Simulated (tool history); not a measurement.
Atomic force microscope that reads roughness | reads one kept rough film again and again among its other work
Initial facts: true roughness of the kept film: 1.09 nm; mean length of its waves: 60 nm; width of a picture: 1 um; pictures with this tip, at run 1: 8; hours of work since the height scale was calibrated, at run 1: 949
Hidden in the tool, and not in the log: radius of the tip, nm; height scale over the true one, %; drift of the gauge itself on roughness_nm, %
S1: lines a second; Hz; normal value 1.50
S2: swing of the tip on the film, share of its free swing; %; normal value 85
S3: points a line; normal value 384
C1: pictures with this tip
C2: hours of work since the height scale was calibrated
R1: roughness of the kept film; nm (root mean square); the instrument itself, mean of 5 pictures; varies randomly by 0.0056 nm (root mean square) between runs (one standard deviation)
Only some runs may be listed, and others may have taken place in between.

run	hour	S1	S2	S3	C1	C2	R1
1	0.0	1.50	85	384	8	949	0.949
2	29.4	1.50	85	384	60	967	0.927
# hour 36.4: new tip fitted
3	48.1	1.50	85	384	21	979	0.939
4	64.9	1.50	85	384	51	989	0.940
# hour 77.0: new tip fitted
5	100.4	1.50	85	506	42	1011	0.933
# hour 117.0: new tip fitted
6	117.0	1.50	85	506	0	1021	0.950
7	150.2	1.50	76	384	59	1041	0.975
# hour 156.1: new tip fitted
8	177.8	1.50	76	384	39	1058	0.973
# hour 196.5: new tip fitted
9	210.4	1.50	68	384	25	1078	0.999
# hour 235.5: new tip fitted
10	235.5	1.50	85	384	0	1093	0.942
11	258.1	0.96	85	384	41	1107	0.969
# hour 273.8: new tip fitted
12	282.3	0.96	85	384	15	1122	0.975
# hour 312.7: new tip fitted
13	316.1	0.96	85	384	6	1143	0.986
14	341.1	2.58	85	384	50	1158	0.855
# hour 353.9: new tip fitted
15	373.1	2.84	85	384	34	1178	0.859
# hour 395.5: new tip fitted
16	401.1	2.84	85	384	10	1195	0.866
17	427.0	0.80	85	384	57	1211	0.961
# hour 435.4: new tip fitted
18	463.6	0.80	85	384	50	1234	0.972
# hour 475.2: new tip fitted
19	493.5	1.20	85	384	33	1252	0.942
# hour 514.0: new tip fitted
20	529.6	1.20	85	384	27	1274	0.951
# hour 553.2: new tip fitted
21	561.8	1.20	85	384	15	1294	0.955
22	587.3	1.20	85	384	61	1310	0.943
# hour 593.3: new tip fitted
23	620.0	1.20	85	384	48	1330	0.936
# hour 632.2: new tip fitted
24	652.9	1.74	63	504	37	1350	0.998
# hour 672.2: new tip fitted
25	687.8	2.07	90	556	28	1371	0.875
26	706.1	1.50	89	860	61	1382	0.902
# hour 711.9: new tip fitted
27	725.3	1.50	85	823	23	1394	0.935
# hour 752.5: new tip fitted
28	756.0	1.50	85	823	7	1413	0.937
29	783.3	3.34	85	473	55	1430	0.820
# hour 793.0: new tip fitted
30	805.4	3.34	85	473	22	1443	0.831
# hour 833.2: new tip fitted
31	843.0	3.34	85	473	17	1466	0.826
# hour 873.6: new tip fitted
32	874.2	3.30	77	428	1	1485	0.901
33	904.1	1.01	66	801	55	1504	0.996
# hour 912.8: new tip fitted
# hour 926.8: height scale calibrated on a step standard
34	933.8	1.50	71	825	36	4	1.018
# hour 952.4: new tip fitted
35	972.7	1.50	71	825	36	28	1.015
# hour 993.1: new tip fitted
36	993.1	3.35	85	356	0	41	0.855
37	1022.9	3.35	85	356	53	59	0.844
# hour 1032.9: new tip fitted
38	1043.9	3.35	85	356	20	72	0.849
# hour 1074.4: new tip fitted
39	1075.7	0.94	74	1011	2	91	1.039
40	1091.2	3.78	78	340	30	101	0.891
# hour 1114.3: new tip fitted
41	1129.2	3.78	78	340	27	124	0.889
42	1146.0	2.94	67	340	57	135	0.972
# hour 1154.9: new tip fitted
43	1168.2	1.50	63	431	24	148	1.034
# hour 1194.8: new tip fitted
44	1200.4	1.50	63	431	10	168	1.050

5 options for the next run, each taken on its own from the tool as it stands now. Forecast them:
# hour 1235.0: new tip fitted
A	1236.2	1.50	85	459	2	190	?
# hour 1235.0: new tip fitted
B	1236.2	1.50	63	624	2	190	?
# hour 1235.0: new tip fitted
C	1236.2	0.53	60	412	2	190	?
# hour 1235.0: new tip fitted
D	1236.2	3.10	85	450	2	190	?
# hour 1235.0: new tip fitted
E	1236.2	2.05	79	406	2	190	?

run	R1
A	0.974
B	1.030
C	1.061
D	0.869
E	0.959
Stripped of hidden state, with their random variation kept, the same runs would have yielded:
run	R1
A	0.976
B	1.032
C	1.064
D	0.871
E	0.961

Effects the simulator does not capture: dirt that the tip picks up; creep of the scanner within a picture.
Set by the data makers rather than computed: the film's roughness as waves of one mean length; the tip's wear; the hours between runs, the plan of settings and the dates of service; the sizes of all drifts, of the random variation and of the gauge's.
